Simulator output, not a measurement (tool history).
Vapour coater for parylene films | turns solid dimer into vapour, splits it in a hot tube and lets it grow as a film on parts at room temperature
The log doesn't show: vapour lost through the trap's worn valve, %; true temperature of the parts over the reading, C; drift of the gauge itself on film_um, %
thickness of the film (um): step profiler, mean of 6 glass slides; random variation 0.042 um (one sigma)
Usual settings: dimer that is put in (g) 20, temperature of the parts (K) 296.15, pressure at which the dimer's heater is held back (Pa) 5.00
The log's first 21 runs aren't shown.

run	day	dimer that is put in (g)	temperature of the parts (K)	pressure at which the dimer's heater is held back (Pa)	hours of work since the trap's valve was overhauled	hours of work since the table's thermometer was calibrated	thickness of the film (um)
22	38.000	30	296.15	5.00	179	2164	6.37
23	39.854	10	296.15	3.46	216	2201	2.14
24	40.942	24	296.15	6.31	238	2223	4.96
25	42.504	9	289.15	5.06	270	2255	2.20
# day 43.067: table's thermometer calibrated
26	44.121	14	294.15	2.35	301	21	3.26
27	45.883	17	305.15	5.00	337	57	2.77
28	47.329	20	296.15	5.00	366	86	4.18
29	49.946	20	296.15	5.00	418	138	4.13
30	52.154	20	296.15	5.00	463	183	4.10
31	53.371	20	296.15	5.00	487	207	4.01
32	55.396	12	299.15	4.05	528	248	2.26
33	57.438	14	289.15	2.43	569	289	3.41
# day 58.233: trap's valve overhauled
34	58.725	28	303.15	4.03	10	311	5.35
35	60.575	22	303.15	7.03	47	349	4.10
36	63.075	22	303.15	7.03	97	399	4.02
37	65.562	20	296.15	9.91	147	449	4.23
38	66.942	15	296.15	5.00	175	477	3.31
39	68.362	15	296.15	5.00	204	505	3.27
40	70.412	20	292.15	5.00	245	546	4.72
41	72.979	20	299.15	9.15	296	598	3.77
42	75.258	20	289.15	3.84	342	644	5.10
43	77.388	20	289.15	3.84	385	687	5.07
44	78.771	25	291.15	5.00	413	714	5.88

3 ways to go on from here, each from the tool as it stands after run 44. What would each give?
A	81.342	12	295.15	5.00	465	766	?
B	81.342	20	296.15	3.42	465	766	?
C	81.342	14	291.15	3.25	465	766	?

run	thickness of the film (um)
A	2.50
B	4.15
C	3.30
Without the tool's hidden state the same runs would have given:
run	thickness of the film (um)
A	2.84
B	4.71
C	3.74
